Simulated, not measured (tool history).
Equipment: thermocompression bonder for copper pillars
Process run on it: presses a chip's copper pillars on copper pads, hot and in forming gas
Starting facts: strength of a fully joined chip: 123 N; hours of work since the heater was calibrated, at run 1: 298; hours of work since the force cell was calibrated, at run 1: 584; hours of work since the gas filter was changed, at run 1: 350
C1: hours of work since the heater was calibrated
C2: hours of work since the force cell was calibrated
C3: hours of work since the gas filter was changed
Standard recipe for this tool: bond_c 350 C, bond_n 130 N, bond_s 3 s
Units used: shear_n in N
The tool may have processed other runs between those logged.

Run 1, hour 0.0: usual settings; C1 298; C2 584; C3 350. Result: shear_n 92.3 N.
Run 2, hour 47.9: usual settings; C1 331; C2 617; C3 382. Result: shear_n 92.3 N.
Run 3, hour 83.5: usual settings; C1 355; C2 640; C3 406. Result: shear_n 90.0 N.
Run 4, hour 113.1: usual settings; C1 374; C2 660; C3 426. Result: shear_n 93.6 N.
Run 5, hour 138.3: usual settings; C1 391; C2 677; C3 443. Result: shear_n 91.4 N.
Run 6, hour 186.1: usual settings; C1 424; C2 710; C3 475. Result: shear_n 92.7 N.
At hour 209.6: forming gas filter changed.
Run 7, hour 231.2: usual settings; C1 454; C2 740; C3 15. Result: shear_n 95.3 N.
At hour 237.8: heater calibrated with a thermocouple chip.
Run 8, hour 254.7: usual settings but bond_s 4 s; C1 11; C2 754; C3 29. Result: shear_n 103.3 N.
Run 9, hour 290.3: usual settings; C1 35; C2 778; C3 53. Result: shear_n 97.9 N.
Run 10, hour 321.4: usual settings but bond_c 322 C; C1 56; C2 799; C3 74. Result: shear_n 76.9 N.
At hour 337.9: heater calibrated with a thermocouple chip, once more.
Run 11, hour 349.3: usual settings but bond_c 333 C; C1 8; C2 816; C3 91. Result: shear_n 79.2 N.
Run 12, hour 379.9: usual settings but bond_c 358 C, bond_s 4 s; C1 28; C2 837; C3 112. Result: shear_n 99.9 N.
Run 13, hour 414.5: usual settings but bond_c 347 C, bond_n 88 N, bond_s 2 s; C1 52; C2 860; C3 135. Result: shear_n 67.0 N.
Run 14, hour 442.5: usual settings but bond_s 2 s; C1 70; C2 879; C3 154. Result: shear_n 82.7 N.
Run 15, hour 480.1: usual settings but bond_s 2 s; C1 96; C2 905; C3 179. Result: shear_n 82.7 N.
Run 16, hour 508.6: usual settings but bond_s 2 s; C1 115; C2 924; C3 199. Result: shear_n 81.9 N.
Run 17, hour 559.1: usual settings but bond_c 358 C, bond_n 108 N; C1 149; C2 958; C3 233. Result: shear_n 89.6 N.
Run 18, hour 589.9: usual settings but bond_n 149 N; C1 170; C2 978; C3 253. Result: shear_n 97.5 N.

Forecast each of these 4 alternatives for the next run:
Run A, hour 613.0: usual settings but bond_c 380 C, bond_n 79 N, bond_s 2 s; C1 185; C2 994; C3 269. Result: shear_n ?.
Run B, hour 613.0: usual settings but bond_c 374 C, bond_s 6 s; C1 185; C2 994; C3 269. Result: shear_n ?.
Run C, hour 613.0: usual settings but bond_n 149 N, bond_s 4 s; C1 185; C2 994; C3 269. Result: shear_n ?.
Run D, hour 613.0: usual settings but bond_n 83 N, bond_s 6 s; C1 185; C2 994; C3 269. Result: shear_n ?.

run  shear_n
  A     83.6
  B    112.8
  C    101.9
  D     90.2
With the hidden condition removed and each run's random variation left untouched, the same runs would have given:
run  shear_n
  A     81.7
  B    113.5
  C    101.0
  D     88.4
